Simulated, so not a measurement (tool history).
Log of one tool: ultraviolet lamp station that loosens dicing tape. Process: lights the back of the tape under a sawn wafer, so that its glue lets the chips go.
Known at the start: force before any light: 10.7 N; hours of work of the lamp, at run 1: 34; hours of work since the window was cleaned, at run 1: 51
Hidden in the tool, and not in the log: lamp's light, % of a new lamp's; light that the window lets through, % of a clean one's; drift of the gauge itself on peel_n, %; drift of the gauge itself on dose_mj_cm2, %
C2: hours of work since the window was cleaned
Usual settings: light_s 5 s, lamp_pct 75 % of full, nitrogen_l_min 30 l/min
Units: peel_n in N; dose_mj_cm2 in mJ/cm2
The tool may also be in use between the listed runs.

Run 1, hour 0.0: usual settings; hours of work of the lamp 34; C2 51. Result: peel_n 0.625 N, dose_mj_cm2 248 mJ/cm2.
Run 2, hour 8.1: usual settings; hours of work of the lamp 37; C2 54. Result: peel_n 0.641 N, dose_mj_cm2 252 mJ/cm2.
Run 3, hour 16.8: usual settings; hours of work of the lamp 41; C2 58. Result: peel_n 0.634 N, dose_mj_cm2 247 mJ/cm2.
Run 4, hour 21.9: usual settings; hours of work of the lamp 43; C2 60. Result: peel_n 0.640 N, dose_mj_cm2 251 mJ/cm2.
Run 5, hour 28.6: usual settings; hours of work of the lamp 45; C2 63. Result: peel_n 0.652 N, dose_mj_cm2 247 mJ/cm2.
Run 6, hour 35.8: usual settings; hours of work of the lamp 48; C2 66. Result: peel_n 0.638 N, dose_mj_cm2 247 mJ/cm2.
Run 7, hour 42.1: usual settings; hours of work of the lamp 51; C2 68. Result: peel_n 0.661 N, dose_mj_cm2 247 mJ/cm2.
Run 8, hour 50.0: usual settings; hours of work of the lamp 54; C2 72. Result: peel_n 0.650 N, dose_mj_cm2 244 mJ/cm2.
Run 9, hour 56.7: usual settings but light_s 4 s; hours of work of the lamp 57; C2 74. Result: peel_n 1.090 N, dose_mj_cm2 200 mJ/cm2.
Run 10, hour 64.5: usual settings but lamp_pct 64 % of full; hours of work of the lamp 60; C2 77. Result: peel_n 0.928 N, dose_mj_cm2 209 mJ/cm2.
Run 11, hour 74.6: usual settings but lamp_pct 64 % of full; hours of work of the lamp 64; C2 82. Result: peel_n 0.942 N, dose_mj_cm2 213 mJ/cm2.
Run 12, hour 79.6: usual settings but lamp_pct 64 % of full; hours of work of the lamp 66; C2 84. Result: peel_n 0.950 N, dose_mj_cm2 206 mJ/cm2.
Run 13, hour 88.4: usual settings but lamp_pct 64 % of full; hours of work of the lamp 70; C2 87. Result: peel_n 0.988 N, dose_mj_cm2 211 mJ/cm2.
Run 14, hour 92.9: usual settings; hours of work of the lamp 72; C2 89. Result: peel_n 0.670 N, dose_mj_cm2 244 mJ/cm2.
Run 15, hour 103.0: usual settings; hours of work of the lamp 76; C2 93. Result: peel_n 0.664 N, dose_mj_cm2 242 mJ/cm2.
Run 16, hour 108.8: usual settings but lamp_pct 95 % of full; hours of work of the lamp 78; C2 95. Result: peel_n 0.359 N, dose_mj_cm2 305 mJ/cm2.
Run 17, hour 113.2: usual settings but lamp_pct 95 % of full; hours of work of the lamp 80; C2 97. Result: peel_n 0.349 N, dose_mj_cm2 307 mJ/cm2.
Run 18, hour 119.7: usual settings but lamp_pct 95 % of full; hours of work of the lamp 83; C2 100. Result: peel_n 0.373 N, dose_mj_cm2 309 mJ/cm2.
Run 19, hour 129.3: usual settings but lamp_pct 95 % of full; hours of work of the lamp 87; C2 104. Result: peel_n 0.359 N, dose_mj_cm2 306 mJ/cm2.
Run 20, hour 133.9: usual settings but lamp_pct 95 % of full; hours of work of the lamp 88; C2 106. Result: peel_n 0.350 N, dose_mj_cm2 306 mJ/cm2.
Run 21, hour 140.1: usual settings but lamp_pct 95 % of full; hours of work of the lamp 91; C2 108. Result: peel_n 0.364 N, dose_mj_cm2 309 mJ/cm2.
Run 22, hour 146.9: usual settings but lamp_pct 95 % of full; hours of work of the lamp 94; C2 111. Result: peel_n 0.376 N, dose_mj_cm2 305 mJ/cm2.
Run 23, hour 156.6: usual settings but light_s 2 s, lamp_pct 66 % of full; hours of work of the lamp 98; C2 115. Result: peel_n 4.016 N, dose_mj_cm2 84 mJ/cm2.
Run 24, hour 162.7: usual settings but light_s 3 s; hours of work of the lamp 100; C2 117. Result: peel_n 2.092 N, dose_mj_cm2 144 mJ/cm2.
Run 25, hour 172.8: usual settings but light_s 3 s, nitrogen_l_min 33 l/min; hours of work of the lamp 104; C2 122. Result: peel_n 1.853 N, dose_mj_cm2 144 mJ/cm2.
Run 26, hour 177.9: usual settings but light_s 3 s, lamp_pct 66 % of full; hours of work of the lamp 106; C2 124. Result: peel_n 2.501 N, dose_mj_cm2 127 mJ/cm2.
Run 27, hour 182.9: usual settings but light_s 3 s, lamp_pct 68 % of full, nitrogen_l_min 27 l/min; hours of work of the lamp 108; C2 126. Result: peel_n 2.517 N, dose_mj_cm2 126 mJ/cm2.
At hour 184.0: window cleaned of glue's vapour.
Run 28, hour 187.7: usual settings but lamp_pct 76 % of full, nitrogen_l_min 17 l/min; hours of work of the lamp 110; C2 2. Result: peel_n 1.197 N, dose_mj_cm2 239 mJ/cm2.
Run 29, hour 192.1: usual settings but nitrogen_l_min 48 l/min; hours of work of the lamp 112; C2 3. Result: peel_n 0.451 N, dose_mj_cm2 237 mJ/cm2.
Run 30, hour 198.0: usual settings but nitrogen_l_min 48 l/min; hours of work of the lamp 114; C2 6. Result: peel_n 0.466 N, dose_mj_cm2 236 mJ/cm2.
Run 31, hour 203.3: usual settings but light_s 3 s, lamp_pct 90 % of full, nitrogen_l_min 24 l/min; hours of work of the lamp 117; C2 8. Result: peel_n 1.766 N, dose_mj_cm2 169 mJ/cm2.
Run 32, hour 211.9: usual settings but light_s 3 s, lamp_pct 90 % of full, nitrogen_l_min 24 l/min; hours of work of the lamp 120; C2 11. Result: peel_n 1.810 N, dose_mj_cm2 169 mJ/cm2.
Run 33, hour 218.8: usual settings but light_s 6 s; hours of work of the lamp 123; C2 14. Result: peel_n 0.441 N, dose_mj_cm2 283 mJ/cm2.
Run 34, hour 227.3: usual settings but light_s 2 s, lamp_pct 78 % of full, nitrogen_l_min 9 l/min; hours of work of the lamp 126; C2 18. Result: peel_n 5.276 N, dose_mj_cm2 101 mJ/cm2.
Run 35, hour 234.2: usual settings but light_s 4 s, lamp_pct 76 % of full, nitrogen_l_min 32 l/min; hours of work of the lamp 129; C2 20. Result: peel_n 1.120 N, dose_mj_cm2 189 mJ/cm2.
At hour 242.3: window cleaned of glue's vapour, once more.
Run 36, hour 244.7: usual settings but nitrogen_l_min 27 l/min; hours of work of the lamp 133; C2 1. Result: peel_n 0.775 N, dose_mj_cm2 238 mJ/cm2.
Run 37, hour 253.0: usual settings but light_s 3 s, nitrogen_l_min 43 l/min; hours of work of the lamp 137; C2 4. Result: peel_n 1.537 N, dose_mj_cm2 145 mJ/cm2.
Run 38, hour 263.4: usual settings but nitrogen_l_min 53 l/min; hours of work of the lamp 141; C2 9. Result: peel_n 0.401 N, dose_mj_cm2 242 mJ/cm2.
Run 39, hour 269.8: usual settings but light_s 2 s, lamp_pct 67 % of full; hours of work of the lamp 143; C2 11. Result: peel_n 3.943 N, dose_mj_cm2 86 mJ/cm2.
Run 40, hour 276.1: usual settings but light_s 2 s, lamp_pct 67 % of full; hours of work of the lamp 146; C2 14. Result: peel_n 4.006 N, dose_mj_cm2 85 mJ/cm2.
Run 41, hour 281.8: usual settings but light_s 8 s, lamp_pct 66 % of full, nitrogen_l_min 22 l/min; hours of work of the lamp 148; C2 16. Result: peel_n 0.401 N, dose_mj_cm2 333 mJ/cm2.
Run 42, hour 287.9: usual settings but light_s 8 s, lamp_pct 66 % of full, nitrogen_l_min 22 l/min; hours of work of the lamp 151; C2 19. Result: peel_n 0.417 N, dose_mj_cm2 333 mJ/cm2.
Run 43, hour 296.8: usual settings but light_s 8 s, lamp_pct 66 % of full, nitrogen_l_min 22 l/min; hours of work of the lamp 154; C2 22. Result: peel_n 0.413 N, dose_mj_cm2 336 mJ/cm2.
Run 44, hour 306.8: usual settings but light_s 4 s, lamp_pct 82 % of full, nitrogen_l_min 42 l/min; hours of work of the lamp 159; C2 26. Result: peel_n 0.724 N, dose_mj_cm2 207 mJ/cm2.

How the hidden state differs across the entries between the runs, from the last listed run before each to the first after it:
Between runs 27 and 28: window cleaned of glue's vapour (hour 184.0)
  lamp's light, % of a new lamp's: 93.5 -> 93.4; light that the window lets through, % of a clean one's: 97.9 -> 97.3
  measured less the result without the state, peel_n: +0.310 -> +0.225 N; dose_mj_cm2: -12 -> -24 mJ/cm2
Between runs 35 and 36: window cleaned of glue's vapour, once more (hour 242.3)
  lamp's light, % of a new lamp's: 92.6 -> 92.4; light that the window lets through, % of a clean one's: 97.1 -> 99.2
  measured less the result without the state, peel_n: +0.235 -> +0.154 N; dose_mj_cm2: -21 -> -22 mJ/cm2
